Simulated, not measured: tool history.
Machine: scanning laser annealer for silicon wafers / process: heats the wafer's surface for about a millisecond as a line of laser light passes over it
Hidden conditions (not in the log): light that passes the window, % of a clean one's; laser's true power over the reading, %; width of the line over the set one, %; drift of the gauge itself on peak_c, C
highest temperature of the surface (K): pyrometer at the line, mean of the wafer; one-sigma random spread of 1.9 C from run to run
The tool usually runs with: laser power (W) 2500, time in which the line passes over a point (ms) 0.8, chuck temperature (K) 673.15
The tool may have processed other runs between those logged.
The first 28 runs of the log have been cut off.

| run | hour | laser power (W) | time in which the line passes over a point (ms) | chuck temperature (K) | hours of work since the window was cleaned | hours of work since the power meter was calibrated | hours of work since the optics were aligned | highest temperature of the surface (K) |
|---|---|---|---|---|---|---|---|---|
| 29 | 510.9 | 2500 | 0.8 | 713.15 | 296 | 728 | 18 | 1473.15 |
| 30 | 527.5 | 2160 | 0.804 | 660.15 | 309 | 741 | 31 | 1303.15 |
| 31 | 538.3 | 2623 | 0.787 | 660.15 | 317 | 749 | 39 | 1456.15 |
| 32 | 563.5 | 2525 | 0.58 | 634.15 | 337 | 768 | 59 | 1296.15 |
| 33 | 588.1 | 2393 | 0.807 | 700.15 | 355 | 787 | 78 | 1418.15 |
| 34 | 598.9 | 2393 | 0.807 | 700.15 | 364 | 795 | 86 | 1422.15 |
| 35 | 615.1 | 2393 | 0.807 | 700.15 | 376 | 808 | 98 | 1421.15 |
| 36 | 637.7 | 2576 | 0.79 | 696.15 | 393 | 825 | 116 | 1469.15 |
| 37 | 662.7 | 2576 | 0.954 | 646.15 | 413 | 844 | 135 | 1489.15 |
| 38 | 686 | 2365 | 0.906 | 644.15 | 430 | 862 | 153 | 1384.15 |
| 39 | 705.1 | 2622 | 0.61 | 684.15 | 445 | 877 | 167 | 1382.15 |
| 40 | 725.2 | 2572 | 0.929 | 668.15 | 461 | 892 | 183 | 1496.15 |
|  | 748.3 | window over the wafer cleaned |
| 41 | 748.3 | 2517 | 0.568 | 673.15 | 0 | 908 | 199 | 1344.15 |

What if the next run were any one of these 3? Each begins from the tool's condition after run 41:
| A | 759.7 | 2210 | 0.774 | 707.15 | 9 | 917 | 208 | ? |
| B | 759.7 | 2630 | 0.8 | 658.15 | 9 | 917 | 208 | ? |
| C | 759.7 | 2517 | 0.763 | 703.15 | 9 | 917 | 208 | ? |

| run | highest temperature of the surface (K) |
|---|---|
| A | 1372.15 |
| B | 1481.15 |
| C | 1473.15 |
With the hidden condition removed and each run's random variation left untouched, the same runs would have given:
| run | highest temperature of the surface (K) |
|---|---|
| A | 1379.15 |
| B | 1490.15 |
| C | 1482.15 |
